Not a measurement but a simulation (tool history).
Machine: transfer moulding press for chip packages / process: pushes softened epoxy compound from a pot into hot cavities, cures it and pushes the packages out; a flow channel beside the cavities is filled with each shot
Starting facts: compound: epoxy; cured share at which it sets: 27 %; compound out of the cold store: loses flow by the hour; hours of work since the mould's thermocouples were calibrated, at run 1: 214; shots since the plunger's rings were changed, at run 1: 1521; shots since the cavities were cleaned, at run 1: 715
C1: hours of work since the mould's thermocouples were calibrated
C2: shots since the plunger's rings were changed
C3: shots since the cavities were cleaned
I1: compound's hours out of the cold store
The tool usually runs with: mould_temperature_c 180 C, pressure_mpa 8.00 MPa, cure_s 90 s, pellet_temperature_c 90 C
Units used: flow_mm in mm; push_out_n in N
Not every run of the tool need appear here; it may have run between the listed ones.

Run 1, hour 0.0: usual settings; C1 214; C2 1521; C3 715; I1 45.7. Result: flow_mm 677 mm, push_out_n 394 N.
At hour 13.2: cavities cleaned with cleaning compound and waxed.
Run 2, hour 50.9: usual settings but pressure_mpa 6.29 MPa; C1 246; C2 2136; C3 469; I1 20.5. Result: flow_mm 648 mm, push_out_n 365 N.
At hour 81.4: cavities cleaned with cleaning compound and waxed.
Run 3, hour 109.8: usual settings but pressure_mpa 6.29 MPa; C1 283; C2 2851; C3 354; I1 43.7. Result: flow_mm 586 mm, push_out_n 319 N.
At hour 153.2: cavities cleaned with cleaning compound and waxed.
Run 4, hour 158.0: usual settings but pressure_mpa 9.67 MPa; C1 313; C2 3432; C3 59; I1 42.5. Result: flow_mm 719 mm, push_out_n 264 N.
Run 5, hour 185.6: usual settings but pressure_mpa 9.67 MPa; C1 331; C2 3777; C3 404; I1 24.2. Result: flow_mm 765 mm, push_out_n 343 N.
At hour 220.4: cavities cleaned with cleaning compound and waxed.
Run 6, hour 222.1: usual settings but pressure_mpa 9.67 MPa; C1 353; C2 4212; C3 21; I1 21.1. Result: flow_mm 763 mm, push_out_n 273 N.
Run 7, hour 252.1: usual settings but pressure_mpa 9.67 MPa; C1 373; C2 4586; C3 395; I1 46.8. Result: flow_mm 693 mm, push_out_n 337 N.
At hour 276.2: plunger's sealing rings changed.
At hour 291.2: cavities cleaned with cleaning compound and waxed.
Run 8, hour 313.7: usual settings; C1 410; C2 448; C3 280; I1 45.4. Result: flow_mm 675 mm, push_out_n 305 N.
At hour 359.0: cavities cleaned with cleaning compound and waxed.
Run 9, hour 366.7: usual settings; C1 443; C2 1089; C3 96; I1 19.7. Result: flow_mm 748 mm, push_out_n 282 N.
Run 10, hour 421.7: usual settings; C1 478; C2 1774; C3 781; I1 25.2. Result: flow_mm 718 mm, push_out_n 405 N.
At hour 428.0: cavities cleaned with cleaning compound and waxed.
Run 11, hour 456.7: usual settings; C1 500; C2 2191; C3 357; I1 9.3. Result: flow_mm 766 mm, push_out_n 357 N.
At hour 496.6: cavities cleaned with cleaning compound and waxed.
Run 12, hour 498.2: usual settings but cure_s 100 s; C1 526; C2 2690; C3 21; I1 19.7. Result: flow_mm 714 mm, push_out_n 217 N.
Run 13, hour 546.2: usual settings but cure_s 100 s; C1 556; C2 3287; C3 618; I1 46.8. Result: flow_mm 651 mm, push_out_n 299 N.
At hour 566.0: cavities cleaned with cleaning compound and waxed.
Run 14, hour 593.6: usual settings but cure_s 100 s; C1 586; C2 3859; C3 343; I1 10.5. Result: flow_mm 737 mm, push_out_n 282 N.
At hour 632.9: cavities cleaned with cleaning compound and waxed.
Run 15, hour 658.0: usual settings but mould_temperature_c 179 C, pressure_mpa 9.49 MPa, cure_s 100 s; C1 626; C2 4642; C3 312; I1 39.1. Result: flow_mm 706 mm, push_out_n 270 N.
At hour 675.0: plunger's sealing rings changed.
At hour 704.9: cavities cleaned with cleaning compound and waxed.
Run 16, hour 727.5: usual settings but mould_temperature_c 179 C, pressure_mpa 9.49 MPa, cure_s 100 s; C1 669; C2 636; C3 281; I1 27.9. Result: flow_mm 801 mm, push_out_n 273 N.
At hour 771.9: cavities cleaned with cleaning compound and waxed.
Run 17, hour 793.4: usual settings but mould_temperature_c 183 C, pressure_mpa 9.08 MPa, pellet_temperature_c 85 C; C1 710; C2 1437; C3 267; I1 44.9. Result: flow_mm 700 mm, push_out_n 269 N.
At hour 840.9: cavities cleaned with cleaning compound and waxed.
Run 18, hour 850.9: usual settings but mould_temperature_c 183 C, pressure_mpa 9.08 MPa, pellet_temperature_c 85 C; C1 746; C2 2135; C3 124; I1 32.6. Result: flow_mm 730 mm, push_out_n 240 N.
Run 19, hour 879.3: usual settings but pressure_mpa 9.39 MPa; C1 764; C2 2489; C3 478; I1 14.6. Result: flow_mm 806 mm, push_out_n 355 N.
At hour 907.6: cavities cleaned with cleaning compound and waxed.
Run 20, hour 941.5: usual settings but mould_temperature_c 183 C, pressure_mpa 6.03 MPa, cure_s 104 s, pellet_temperature_c 94 C; C1 804; C2 3245; C3 422; I1 33.7. Result: flow_mm 572 mm, push_out_n 263 N.
At hour 979.1: cavities cleaned with cleaning compound and waxed.
Run 21, hour 979.5: usual settings but cure_s 95 s, pellet_temperature_c 83 C; C1 827; C2 3699; C3 5; I1 38.7. Result: flow_mm 658 mm, push_out_n 221 N.
Run 22, hour 1039.4: usual settings but cure_s 95 s, pellet_temperature_c 83 C; C1 866; C2 4445; C3 751; I1 33.7. Result: flow_mm 656 mm, push_out_n 366 N.
At hour 1047.0: cavities cleaned with cleaning compound and waxed.
At hour 1072.8: mould's thermocouples calibrated.
At hour 1075.3: plunger's sealing rings changed.
Run 23, hour 1076.5: usual settings but mould_temperature_c 186 C, pressure_mpa 7.02 MPa; C1 1; C2 15; C3 312; I1 17.7. Result: flow_mm 699 mm, push_out_n 281 N.
At hour 1120.2: cavities cleaned with cleaning compound and waxed.
Run 24, hour 1135.6: usual settings but pressure_mpa 7.10 MPa, cure_s 98 s; C1 38; C2 731; C3 191; I1 16.6. Result: flow_mm 723 mm, push_out_n 287 N.
Run 25, hour 1177.6: usual settings but pressure_mpa 7.10 MPa, cure_s 98 s; C1 65; C2 1255; C3 715; I1 18.4. Result: flow_mm 711 mm, push_out_n 378 N.
At hour 1189.0: cavities cleaned with cleaning compound and waxed.
Run 26, hour 1222.4: usual settings but pressure_mpa 8.85 MPa, cure_s 86 s, pellet_temperature_c 95 C; C1 93; C2 1794; C3 416; I1 33.4. Result: flow_mm 731 mm, push_out_n 404 N.
At hour 1256.3: cavities cleaned with cleaning compound and waxed.
Run 27, hour 1260.1: usual settings but mould_temperature_c 175 C, pressure_mpa 6.38 MPa; C1 116; C2 2244; C3 47; I1 43.4. Result: flow_mm 608 mm, push_out_n 394 N.
At hour 1326.5: cavities cleaned with cleaning compound and waxed.
Run 28, hour 1329.5: usual settings but mould_temperature_c 186 C, pressure_mpa 6.38 MPa, cure_s 130 s; C1 160; C2 3090; C3 37; I1 18.1. Result: flow_mm 631 mm, push_out_n 184 N.

Each row is a separate what-if for the run after 28, all from the same tool condition, not one after another. Results?
Run A, hour 1365.5: usual settings but mould_temperature_c 173 C, pressure_mpa 6.38 MPa, cure_s 102 s, pellet_temperature_c 97 C; C1 183; C2 3538; C3 485; I1 24.3. Result: flow_mm ?, push_out_n ?.
Run B, hour 1365.5: usual settings but pressure_mpa 8.96 MPa, cure_s 84 s; C1 183; C2 3538; C3 485; I1 46.9. Result: flow_mm ?, push_out_n ?.
Run C, hour 1365.5: usual settings but mould_temperature_c 186 C; C1 183; C2 3538; C3 485; I1 15.9. Result: flow_mm ?, push_out_n ?.

run  flow_mm  push_out_n
  A      644         492
  B      680         436
  C      713         287
Had the tool no hidden state, the same runs would have come out as:
run  flow_mm  push_out_n
  A      689         340
  B      727         302
  C      762         197

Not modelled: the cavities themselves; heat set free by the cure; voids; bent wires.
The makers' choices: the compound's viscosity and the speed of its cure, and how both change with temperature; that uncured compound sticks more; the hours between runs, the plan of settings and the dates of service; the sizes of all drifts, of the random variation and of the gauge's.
